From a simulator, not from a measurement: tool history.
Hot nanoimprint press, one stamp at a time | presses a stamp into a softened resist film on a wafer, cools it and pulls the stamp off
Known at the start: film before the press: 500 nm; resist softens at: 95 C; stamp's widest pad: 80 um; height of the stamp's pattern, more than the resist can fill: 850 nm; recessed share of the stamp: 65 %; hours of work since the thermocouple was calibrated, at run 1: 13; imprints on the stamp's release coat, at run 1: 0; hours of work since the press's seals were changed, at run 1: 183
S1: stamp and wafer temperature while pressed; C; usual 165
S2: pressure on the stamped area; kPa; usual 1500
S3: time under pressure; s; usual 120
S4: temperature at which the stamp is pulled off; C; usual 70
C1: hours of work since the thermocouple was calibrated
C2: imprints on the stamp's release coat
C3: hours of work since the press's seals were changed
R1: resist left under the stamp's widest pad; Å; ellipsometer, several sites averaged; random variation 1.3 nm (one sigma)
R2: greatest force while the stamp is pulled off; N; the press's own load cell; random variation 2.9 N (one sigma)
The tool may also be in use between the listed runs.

{"run": 1, "hour": 0.0, "S1": 165, "S2": 1500, "S3": 120, "S4": 70, "C1": 13, "C2": 0, "C3": 183, "R1": 2461, "R2": 229}
{"run": 2, "hour": 16.1, "S1": 165, "S2": 1500, "S3": 120, "S4": 70, "C1": 23, "C2": 75, "C3": 192, "R1": 2495, "R2": 239}
{"run": 3, "hour": 37.9, "S1": 165, "S2": 1500, "S3": 120, "S4": 70, "C1": 36, "C2": 176, "C3": 205, "R1": 2476, "R2": 229}
{"run": 4, "hour": 55.5, "S1": 165, "S2": 1500, "S3": 120, "S4": 70, "C1": 46, "C2": 258, "C3": 216, "R1": 2496, "R2": 234}
{"run": 5, "hour": 72.1, "S1": 165, "S2": 1500, "S3": 120, "S4": 70, "C1": 56, "C2": 335, "C3": 226, "R1": 2473, "R2": 230}
{"run": 6, "hour": 92.3, "S1": 165, "S2": 1500, "S3": 120, "S4": 75, "C1": 68, "C2": 429, "C3": 238, "R1": 2476, "R2": 202}
{"run": 7, "hour": 101.9, "S1": 165, "S2": 1500, "S3": 120, "S4": 70, "C1": 74, "C2": 474, "C3": 244, "R1": 2471, "R2": 237}
{"run": 8, "hour": 123.2, "S1": 165, "S2": 1500, "S3": 120, "S4": 70, "C1": 87, "C2": 572, "C3": 257, "R1": 2479, "R2": 231}
{"run": 9, "hour": 140.9, "S1": 165, "S2": 1500, "S3": 120, "S4": 70, "C1": 97, "C2": 655, "C3": 267, "R1": 2465, "R2": 232}
{"run": 10, "hour": 153.6, "S1": 165, "S2": 1500, "S3": 120, "S4": 70, "C1": 105, "C2": 714, "C3": 275, "R1": 2481, "R2": 232}
{"run": 11, "hour": 170.5, "S1": 165, "S2": 1500, "S3": 120, "S4": 70, "C1": 115, "C2": 792, "C3": 285, "R1": 2503, "R2": 233}
{"run": 12, "hour": 191.8, "S1": 165, "S2": 1500, "S3": 120, "S4": 70, "C1": 128, "C2": 891, "C3": 298, "R1": 2471, "R2": 234}
{"run": 13, "hour": 211.4, "S1": 165, "S2": 1950, "S3": 120, "S4": 70, "C1": 140, "C2": 982, "C3": 309, "R1": 2220, "R2": 230}
{"run": 14, "hour": 226.9, "S1": 165, "S2": 1500, "S3": 120, "S4": 70, "C1": 149, "C2": 1054, "C3": 319, "R1": 2503, "R2": 235}
{"hour": 247.2, "done": "stamp cleaned and given a new release coat"}
{"run": 15, "hour": 250.3, "S1": 165, "S2": 1500, "S3": 120, "S4": 70, "C1": 159, "C2": 14, "C3": 329, "R1": 2470, "R2": 231}
{"run": 16, "hour": 271.3, "S1": 165, "S2": 1500, "S3": 120, "S4": 70, "C1": 172, "C2": 112, "C3": 342, "R1": 2479, "R2": 234}
{"run": 17, "hour": 283.4, "S1": 171, "S2": 1500, "S3": 120, "S4": 70, "C1": 179, "C2": 168, "C3": 349, "R1": 1932, "R2": 232}
{"run": 18, "hour": 305.4, "S1": 171, "S2": 1500, "S3": 120, "S4": 70, "C1": 192, "C2": 270, "C3": 362, "R1": 1923, "R2": 231}
{"run": 19, "hour": 324.8, "S1": 157, "S2": 1500, "S3": 179, "S4": 70, "C1": 204, "C2": 360, "C3": 374, "R1": 2992, "R2": 231}
{"run": 20, "hour": 337.3, "S1": 157, "S2": 1500, "S3": 179, "S4": 70, "C1": 212, "C2": 418, "C3": 381, "R1": 2976, "R2": 236}
{"run": 21, "hour": 358.6, "S1": 157, "S2": 1020, "S3": 75, "S4": 70, "C1": 224, "C2": 517, "C3": 394, "R1": 4064, "R2": 229}
{"run": 22, "hour": 370.5, "S1": 157, "S2": 1020, "S3": 75, "S4": 70, "C1": 231, "C2": 572, "C3": 401, "R1": 4111, "R2": 231}
{"run": 23, "hour": 386.8, "S1": 157, "S2": 1020, "S3": 75, "S4": 70, "C1": 241, "C2": 648, "C3": 411, "R1": 4088, "R2": 228}
{"run": 24, "hour": 403.0, "S1": 165, "S2": 930, "S3": 120, "S4": 70, "C1": 251, "C2": 723, "C3": 421, "R1": 2956, "R2": 232}
{"run": 25, "hour": 422.1, "S1": 165, "S2": 1870, "S3": 120, "S4": 70, "C1": 262, "C2": 812, "C3": 432, "R1": 2240, "R2": 234}
{"run": 26, "hour": 432.5, "S1": 165, "S2": 1330, "S3": 197, "S4": 78, "C1": 269, "C2": 861, "C3": 438, "R1": 2143, "R2": 180}
{"run": 27, "hour": 442.8, "S1": 161, "S2": 2030, "S3": 83, "S4": 59, "C1": 275, "C2": 909, "C3": 445, "R1": 2944, "R2": 307}
{"run": 28, "hour": 453.6, "S1": 161, "S2": 2030, "S3": 83, "S4": 59, "C1": 281, "C2": 958, "C3": 451, "R1": 2927, "R2": 305}
{"run": 29, "hour": 474.2, "S1": 161, "S2": 2030, "S3": 83, "S4": 59, "C1": 294, "C2": 1054, "C3": 463, "R1": 2952, "R2": 309}

Forecast each of these 5 alternatives for the next run:
{"run": "A", "hour": 486.8, "S1": 176, "S2": 2030, "S3": 83, "S4": 59, "C1": 301, "C2": 1113, "C3": 471, "R1": "?", "R2": "?"}
{"run": "B", "hour": 486.8, "S1": 173, "S2": 920, "S3": 120, "S4": 70, "C1": 301, "C2": 1113, "C3": 471, "R1": "?", "R2": "?"}
{"run": "C", "hour": 486.8, "S1": 159, "S2": 2030, "S3": 124, "S4": 59, "C1": 301, "C2": 1113, "C3": 471, "R1": "?", "R2": "?"}
{"run": "D", "hour": 486.8, "S1": 157, "S2": 1050, "S3": 99, "S4": 70, "C1": 301, "C2": 1113, "C3": 471, "R1": "?", "R2": "?"}
{"run": "E", "hour": 486.8, "S1": 154, "S2": 2030, "S3": 83, "S4": 59, "C1": 301, "C2": 1113, "C3": 471, "R1": "?", "R2": "?"}

run=A R1=1604 R2=316
run=B R1=2185 R2=232
run=C R1=2776 R2=307
run=D R1=3825 R2=242
run=E R1=3740 R2=305
Without the tool's hidden state the same runs would have given:
run=A R1=1606 R2=314
run=B R1=2188 R2=230
run=C R1=2779 R2=305
run=D R1=3829 R2=241
run=E R1=3743 R2=303
